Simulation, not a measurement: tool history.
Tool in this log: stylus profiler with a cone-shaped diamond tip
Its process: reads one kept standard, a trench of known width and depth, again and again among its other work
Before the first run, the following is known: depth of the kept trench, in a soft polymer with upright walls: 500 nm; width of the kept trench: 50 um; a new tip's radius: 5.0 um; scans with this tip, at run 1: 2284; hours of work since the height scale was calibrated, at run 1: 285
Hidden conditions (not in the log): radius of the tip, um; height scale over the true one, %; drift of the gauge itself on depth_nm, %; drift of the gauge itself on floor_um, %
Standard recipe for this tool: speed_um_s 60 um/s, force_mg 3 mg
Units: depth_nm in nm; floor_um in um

run	hour	speed_um_s	force_mg	scans with this tip	hours of work since the height scale was calibrated	depth_nm	floor_um
1	0	60	3	2284	285	506.7	45.11
2	19.9	60	3	2398	299	506.79	45.04
3	28.8	60	3	2450	306	506.8	45.05
4	37.8	60	5.18	2501	312	509.7	45.14
5	50.8	60	5.18	2576	322	509.69	45.18
6	59.6	60	5.18	2627	328	509.6	45.2
7	77.4	60	5.18	2729	341	509.51	45.14
8	90.6	60	5.18	2805	350	509.57	45.07
9	107.3	18	3	2900	362	506.83	45.29
10	123.8	18	3	2996	374	507.08	45.27
11	137.5	18	3	3074	384	506.84	45.23
12	154.5	18	3	3172	396	506.85	45.22
13	172.3	18	3	3274	409	506.77	45.23
14	184.9	99	1.17	3347	418	503.83	44.43
15	202.2	99	1.17	3446	430	503.98	44.39
16	211.6	236	1.36	3500	437	504.08	43.3
17	229	236	1.36	3600	449	504.07	43.24
18	239.3	47	4.03	3660	457	508.43	45.08
19	254.7	18	1.07	3748	468	503.79	45.14
20	273.2	191	8.12	3854	481	513.34	44.61
21	281.9	60	2.75	3904	487	506.7	44.87
22	293	60	2.75	3968	495	506.71	44.89
23	311.3	217	8.08	4073	508	513.1	44.53

5 ways to go on from here, each from the tool as it stands after run 23. What would each give?
A	321.3	17	1.86	4130	516	?	?
B	321.3	51	1.41	4130	516	?	?
C	321.3	140	8.08	4130	516	?	?
D	321.3	240	2.92	4130	516	?	?
E	321.3	77	3	4130	516	?	?

run	depth_nm	floor_um
A	505.15	45.1
B	504.43	44.83
C	513.02	44.73
D	506.81	43.8
E	506.92	44.84
Without the tool's hidden state the same runs would have given:
run	depth_nm	floor_um
A	504.68	45.49
B	503.96	45.22
C	512.54	45.12
D	506.35	44.19
E	506.45	45.23

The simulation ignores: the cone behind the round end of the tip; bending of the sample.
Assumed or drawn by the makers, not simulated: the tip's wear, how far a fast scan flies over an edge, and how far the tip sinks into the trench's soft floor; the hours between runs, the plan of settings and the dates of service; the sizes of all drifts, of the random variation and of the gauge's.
